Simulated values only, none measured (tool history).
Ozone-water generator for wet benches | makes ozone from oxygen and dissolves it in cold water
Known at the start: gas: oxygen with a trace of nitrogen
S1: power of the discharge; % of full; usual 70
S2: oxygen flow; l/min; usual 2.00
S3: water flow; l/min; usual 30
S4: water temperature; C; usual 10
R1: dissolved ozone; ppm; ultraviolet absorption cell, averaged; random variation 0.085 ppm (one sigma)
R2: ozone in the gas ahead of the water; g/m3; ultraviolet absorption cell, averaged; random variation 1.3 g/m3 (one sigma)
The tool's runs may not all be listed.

run    hour  S1    S2  S3  S4     R1     R2
  1     0.0  70  2.00  30  10  10.30  226.9
       22.9  -- contactor cleaned
  2   110.0  70  2.00  30  10   9.74  228.3
  3   165.7  70  2.00  29  10  10.20  228.5
  4   263.8  70  2.00  29  10  10.27  229.1
  5   345.0  70  2.00  29   7  10.41  228.1
      389.1  -- contactor cleaned, once more
  6   432.8  70  2.00  29   7  11.72  229.1
  7   502.3  57  2.00  29   7  10.09  199.0
  8   578.8  70  2.00  30  10  11.06  226.6
  9   666.2  70  2.00  30  10  11.06  227.3
 10   775.0  70  2.00  30  10  11.07  225.2
 11   845.2  70  2.00  30  10  11.02  229.0
 12   926.3  70  2.00  30  10  10.96  225.7
 13  1010.3  58  2.00  30  10   9.73  202.4
 14  1106.7  62  2.00  30  10   9.95  209.5
 15  1213.0  70  2.00  30   8  10.96  227.4
 16  1300.2  70  2.00  30   8  11.02  225.2
 17  1382.5  70  2.00  30   8  10.90  227.6
 18  1444.7  70  2.00  44  13   6.81  224.7
 19  1552.9  71  3.45  31   9  13.61  187.1
 20  1675.4  71  3.45  31   9  13.64  185.7
 21  1725.3  96  2.81  26   7  18.62  241.3
 22  1792.8  96  2.81  26   7  18.38  241.3
 23  1907.7  41  2.00  25  10   9.38  160.1
 24  1967.6  65  2.59  30  10  11.74  196.5
 25  2025.3  65  2.59  30  10  11.79  193.2
 26  2077.4  75  1.23  30  11   8.77  280.9
 27  2199.8  75  1.23  30  11   8.68  280.5
 28  2270.3  75  1.64  30   6  10.47  252.8
 29  2363.0  46  2.54  37   6   7.49  156.7
 30  2457.1  91  2.00  36  10  10.36  264.2
 31  2530.9  91  3.36  30  10  16.21  220.2
 32  2619.7  91  3.36  30  10  16.09  217.4
 33  2741.2  91  1.27  30  11   9.85  312.8
 34  2850.8  46  1.45  30  10   7.02  192.5

Some steps in R1 between neighbouring runs. How much of each would the tool show without its hidden state too (settings, what came in, random variation), and how much is left for the hidden state, with any gauge scatter that isn't in both results?
The hidden state here: yield of the discharge, % of new electrodes'; contactor's efficiency, % of a clean one's; true water temperature over the reading, C; drift of the gauge itself on ozone_ppm, %; drift of the gauge itself on gas_g_m3, %.
Run 1 -> 2: contactor cleaned. R1 -0.56 ppm: hidden state -0.56, all else +0.00.
Run 5 -> 6: contactor cleaned, once more. R1 +1.31 ppm: hidden state +1.33, all else -0.02.
Run 18 -> 19: S1 70 -> 71, S2 2.00 -> 3.45, S3 44 -> 31, S4 13 -> 9. R1 +6.80 ppm: hidden state -0.26, all else +7.06.
Run 22 -> 23: S1 96 -> 41, S2 2.81 -> 2.00, S3 26 -> 25, S4 7 -> 10. R1 -9.00 ppm: hidden state +0.59, all else -9.59.
Run 32 -> 33: S2 3.36 -> 1.27, S4 10 -> 11. R1 -6.24 ppm: hidden state +0.35, all else -6.59.
